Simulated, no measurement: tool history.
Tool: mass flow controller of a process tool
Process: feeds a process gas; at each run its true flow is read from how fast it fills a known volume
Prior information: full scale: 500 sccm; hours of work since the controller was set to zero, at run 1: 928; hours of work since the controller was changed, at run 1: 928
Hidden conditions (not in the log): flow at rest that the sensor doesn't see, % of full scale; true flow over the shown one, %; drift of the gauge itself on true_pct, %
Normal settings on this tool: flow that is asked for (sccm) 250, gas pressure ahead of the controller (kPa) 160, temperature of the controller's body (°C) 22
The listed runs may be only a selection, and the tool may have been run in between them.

run,hour,flow that is asked for (sccm),gas pressure ahead of the controller (kPa),temperature of the controller's body (°C),hours of work since the controller was set to zero,hours of work since the controller was changed,true flow (%)
1,0.0,250,160,22,928,928,99.19
2,140.0,250,157,22,989,989,99.13
3,223.5,404,160,22,1025,1025,99.72
4,389.7,404,160,22,1097,1097,99.65
5,481.3,404,160,22,1136,1136,99.71
6,581.4,404,160,22,1180,1180,99.79
7,722.2,404,160,22,1241,1241,99.70
8,855.4,404,160,22,1299,1299,99.64
9,984.4,404,160,22,1355,1355,99.72
10,1145.6,404,160,22,1425,1425,99.69
11,1250.3,404,160,22,1470,1470,99.81
12,1355.2,456,218,22,1515,1515,100.09
13,1503.9,210,160,23,1580,1580,98.83

Run 14 comes next. What will it give?
14,1655.7,235,155,38,1646,1646,?

Run 14 produced true flow (%) 98.09.
With no hidden state in the tool, this same run would have given true flow (%) 98.44.
